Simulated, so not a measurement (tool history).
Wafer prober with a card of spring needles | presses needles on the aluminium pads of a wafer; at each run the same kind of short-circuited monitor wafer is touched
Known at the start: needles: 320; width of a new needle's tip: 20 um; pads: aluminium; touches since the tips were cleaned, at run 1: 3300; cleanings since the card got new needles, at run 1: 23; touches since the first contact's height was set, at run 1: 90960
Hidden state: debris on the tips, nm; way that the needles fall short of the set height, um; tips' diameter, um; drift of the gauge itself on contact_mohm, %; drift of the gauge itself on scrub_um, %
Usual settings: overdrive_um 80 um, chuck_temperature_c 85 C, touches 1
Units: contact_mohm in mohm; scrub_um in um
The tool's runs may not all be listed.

run   hour  overdrive_um  chuck_temperature_c  touches  touches since the tips were cleaned  cleanings since the card got new needles  touches since the first contact's height was set  contact_mohm  scrub_um
  1      0            80                   85        1                                 3300                                        23                                             90960           319      9.56
  2   10.6            73                   85        1                                 6642                                        23                                             94302           385      8.72
      15.1  -- tips cleaned on abrasive film
  3   20.5            73                   85        1                                 1714                                        24                                             97396           295       8.7
  4   38.2            73                   85        1                                 7323                                        24                                            103005           399      8.69
      39.8  -- tips cleaned on abrasive film
  5   51.9            73                   85        1                                 3821                                        25                                            107297           354       8.6
  6     61            73                   85        1                                 6675                                        25                                            110151           387      8.67
      64.6  -- tips cleaned on abrasive film
  7   73.8            80                   85        1                                 2906                                        26                                            114176           309      9.55
  8   86.3            80                   85        1                                 6842                                        26                                            118112           362      9.47
      90.6  -- tips cleaned on abrasive film
  9    104            80                   55        1                                 4240                                        27                                            123684           328      9.51
     115.1  -- height of the first contact set anew
 10  115.6            99                   85        1                                 7787                                        27                                               130           310     11.99
     117.3  -- tips cleaned on abrasive film
 11  134.3            99                  109        1                                 5373                                        28                                              6021           298        12
     142.4  -- tips cleaned on abrasive film
 12  142.9            99                  109        1                                  146                                        29                                              8695           229     11.88
 13  162.8            80                   52        1                                 6424                                        29                                             14973           356      9.65
     168.1  -- tips cleaned on abrasive film
 14  172.3            80                   85        1                                 1305                                        30                                             17940           265      9.65
 15  191.9            80                   85        1                                 7495                                        30                                             24130           363      9.66
     193.9  -- tips cleaned on abrasive film
 16  206.8            80                   85        1                                 4060                                        31                                             28807           323      9.61
 17    218            80                   85        1                                 7606                                        31                                             32353           369      9.64
     219.3  -- tips cleaned on abrasive film
 18    227            96                   39        1                                 2455                                        32                                             35176           267     11.55
 19  240.9            72                   38        1                                 6846                                        32                                             39567           408      8.64
     245.5  -- tips cleaned on abrasive film
 20  255.3            62                   72        1                                 3093                                        33                                             44075           381      7.45
     270.6  -- tips cleaned on abrasive film
 21  270.6            88                   71        1                                    0                                        34                                             48865           225     10.56
 22  285.4            88                   71        1                                 4668                                        34                                             53533           314     10.56
     296.7  -- tips cleaned on abrasive film
 23  298.6            80                   34        1                                  617                                        35                                             57690           240       9.6
 24    314            83                   93        1                                 5471                                        35                                             62544           344      9.88
     322.3  -- tips cleaned on abrasive film
 25  324.3            83                   93        1                                  646                                        36                                             65762           256      9.96
 26  334.5            61                   85        2                                 3874                                        36                                             68990           340      7.28
     347.3  -- tips cleaned on abrasive film
 27  347.3            66                   70        3                                    0                                        37                                             72999           225      7.85
 28  357.9            66                   70        3                                 3346                                        37                                             76345           273      7.85
 29  369.6            98                   85        2                                 7035                                        37                                             80034           274     11.67
     373.3  -- tips cleaned on abrasive film
 30    384            75                   82        3                                 3367                                        38                                             84538           259         9
 31  395.6            80                   92        2                                 7053                                        38                                             88224           310      9.53
     399.2  -- tips cleaned on abrasive film
 32  410.4            83                  101        2                                 3555                                        39                                             92861           282       9.9
     424.1  -- tips cleaned on abrasive film
 33  424.7            79                  123        1                                  194                                        40                                             97337           248       9.4

The same runs without the tool's hidden state, with the same run-to-run variation:
run  contact_mohm  scrub_um
  1           215      9.67
  2           215      8.83
  3           216      8.83
  4           219      8.82
  5           223      8.74
  6           217      8.81
  7           218       9.7
  8           215      9.62
  9           208      9.67
 10           209     11.99
 11           216     12.02
 12           217      11.9
 13           209      9.67
 14           213      9.69
 15           217      9.69
 16           215      9.66
 17           217       9.7
 18           204     11.61
 19           211       8.7
 20           222      7.52
 21           210     10.64
 22           210     10.64
 23           204      9.69
 24           219      9.97
 25           218     10.06
 26           225      7.39
 27           216      7.97
 28           218      7.97
 29           212     11.79
 30           217      9.13
 31           218      9.66
 32           220     10.04
 33           228      9.56
